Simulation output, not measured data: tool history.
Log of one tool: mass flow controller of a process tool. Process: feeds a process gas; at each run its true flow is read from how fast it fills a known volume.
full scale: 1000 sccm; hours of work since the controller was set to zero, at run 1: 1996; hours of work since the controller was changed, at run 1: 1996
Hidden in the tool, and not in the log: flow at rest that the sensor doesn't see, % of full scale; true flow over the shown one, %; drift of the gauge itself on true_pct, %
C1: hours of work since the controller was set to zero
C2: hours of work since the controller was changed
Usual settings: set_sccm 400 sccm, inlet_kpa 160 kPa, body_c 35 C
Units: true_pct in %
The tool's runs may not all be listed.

{"run": 1, "hour": 0.0, "set_sccm": 400, "inlet_kpa": 160, "body_c": 35, "C1": 1996, "C2": 1996, "true_pct": 99.86}
{"run": 2, "hour": 83.7, "set_sccm": 400, "inlet_kpa": 160, "body_c": 35, "C1": 2060, "C2": 2060, "true_pct": 99.75}
{"run": 3, "hour": 194.7, "set_sccm": 400, "inlet_kpa": 160, "body_c": 35, "C1": 2144, "C2": 2144, "true_pct": 99.69}
{"run": 4, "hour": 299.9, "set_sccm": 400, "inlet_kpa": 160, "body_c": 35, "C1": 2223, "C2": 2223, "true_pct": 99.67}
{"run": 5, "hour": 368.1, "set_sccm": 400, "inlet_kpa": 160, "body_c": 35, "C1": 2275, "C2": 2275, "true_pct": 99.76}
{"run": 6, "hour": 434.0, "set_sccm": 400, "inlet_kpa": 160, "body_c": 35, "C1": 2325, "C2": 2325, "true_pct": 99.78}
{"run": 7, "hour": 505.4, "set_sccm": 400, "inlet_kpa": 160, "body_c": 35, "C1": 2379, "C2": 2379, "true_pct": 99.9}
{"run": 8, "hour": 636.4, "set_sccm": 400, "inlet_kpa": 160, "body_c": 35, "C1": 2478, "C2": 2478, "true_pct": 99.81}
{"run": 9, "hour": 743.9, "set_sccm": 400, "inlet_kpa": 196, "body_c": 35, "C1": 2560, "C2": 2560, "true_pct": 99.99}
{"run": 10, "hour": 847.1, "set_sccm": 400, "inlet_kpa": 196, "body_c": 35, "C1": 2638, "C2": 2638, "true_pct": 100.08}
{"run": 11, "hour": 950.9, "set_sccm": 400, "inlet_kpa": 228, "body_c": 35, "C1": 2717, "C2": 2717, "true_pct": 100.21}
{"run": 12, "hour": 1079.5, "set_sccm": 400, "inlet_kpa": 228, "body_c": 35, "C1": 2814, "C2": 2814, "true_pct": 100.17}
{"run": 13, "hour": 1194.3, "set_sccm": 400, "inlet_kpa": 228, "body_c": 35, "C1": 2901, "C2": 2901, "true_pct": 100.28}
{"run": 14, "hour": 1252.9, "set_sccm": 400, "inlet_kpa": 228, "body_c": 35, "C1": 2946, "C2": 2946, "true_pct": 100.14}
{"run": 15, "hour": 1358.6, "set_sccm": 400, "inlet_kpa": 228, "body_c": 35, "C1": 3026, "C2": 3026, "true_pct": 100.27}
{"run": 16, "hour": 1424.5, "set_sccm": 400, "inlet_kpa": 228, "body_c": 35, "C1": 3076, "C2": 3076, "true_pct": 100.25}
{"run": 17, "hour": 1514.1, "set_sccm": 400, "inlet_kpa": 143, "body_c": 35, "C1": 3143, "C2": 3143, "true_pct": 99.61}
{"run": 18, "hour": 1628.5, "set_sccm": 400, "inlet_kpa": 233, "body_c": 35, "C1": 3230, "C2": 3230, "true_pct": 100.25}
{"run": 19, "hour": 1761.1, "set_sccm": 400, "inlet_kpa": 233, "body_c": 35, "C1": 3331, "C2": 3331, "true_pct": 100.22}
{"run": 20, "hour": 1891.6, "set_sccm": 400, "inlet_kpa": 233, "body_c": 35, "C1": 3430, "C2": 3430, "true_pct": 100.15}
{"run": 21, "hour": 1964.1, "set_sccm": 400, "inlet_kpa": 233, "body_c": 35, "C1": 3485, "C2": 3485, "true_pct": 100.24}
{"run": 22, "hour": 2097.2, "set_sccm": 400, "inlet_kpa": 233, "body_c": 35, "C1": 3585, "C2": 3585, "true_pct": 100.38}
{"run": 23, "hour": 2225.5, "set_sccm": 400, "inlet_kpa": 233, "body_c": 35, "C1": 3683, "C2": 3683, "true_pct": 100.38}
{"run": 24, "hour": 2283.8, "set_sccm": 400, "inlet_kpa": 156, "body_c": 35, "C1": 3727, "C2": 3727, "true_pct": 99.78}

Run 25 comes next. What will it give?
{"run": 25, "hour": 2372.4, "set_sccm": 400, "inlet_kpa": 160, "body_c": 28, "C1": 3794, "C2": 3794, "true_pct": "?"}

Run 25 gave true_pct 99.55 %.
Without the tool's hidden state the same run would have given true_pct 99.22 %.
